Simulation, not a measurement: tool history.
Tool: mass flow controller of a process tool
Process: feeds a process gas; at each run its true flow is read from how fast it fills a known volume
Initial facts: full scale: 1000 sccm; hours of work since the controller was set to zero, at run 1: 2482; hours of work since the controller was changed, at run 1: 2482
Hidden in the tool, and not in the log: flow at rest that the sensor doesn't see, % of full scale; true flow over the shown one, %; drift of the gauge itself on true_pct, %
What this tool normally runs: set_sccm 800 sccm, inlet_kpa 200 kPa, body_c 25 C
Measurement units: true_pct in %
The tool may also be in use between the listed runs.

run	day	set_sccm	inlet_kpa	body_c	hours of work since the controller was set to zero	hours of work since the controller was changed	true_pct
1	0.000	800	200	25	2482	2482	99.85
2	4.554	800	200	25	2519	2519	99.91
3	11.583	800	200	25	2575	2575	100.11
4	19.062	800	200	25	2634	2634	100.13
5	23.412	800	200	25	2669	2669	100.32
6	30.304	800	200	25	2724	2724	100.41
7	36.296	800	200	25	2772	2772	100.48
8	41.771	800	200	21	2815	2815	101.11
9	47.212	800	200	21	2858	2858	101.15
10	51.788	800	200	21	2895	2895	101.25
11	59.100	800	200	21	2953	2953	101.35
12	64.358	992	200	21	2995	2995	101.59
13	70.242	992	213	34	3042	3042	100.45
14	76.896	484	247	21	3095	3095	101.47
# day 77.679: gauge calibrated
15	81.621	278	178	29	3133	3133	99.17
16	87.862	800	200	26	3182	3182	100.04
17	91.950	416	231	21	3215	3215	100.25
18	96.412	266	194	40	3250	3250	98.28
19	100.158	266	194	40	3280	3280	98.46
20	106.246	800	218	25	3329	3329	100.35
21	110.600	800	218	25	3363	3363	100.57
22	118.138	599	200	23	3423	3423	100.69
23	124.250	126	147	25	3472	3472	100.14
24	130.571	126	147	25	3522	3522	100.23

Alternative continuations, all from the tool just after run 24; predict every row:
A	137.983	889	234	22	3581	3581	?
B	137.983	800	268	25	3581	3581	?
C	137.983	423	177	38	3581	3581	?

run	true_pct
A	101.40
B	101.08
C	99.51
Had the tool no hidden state, the same runs would have come out as:
run	true_pct
A	100.26
B	99.94
C	98.39
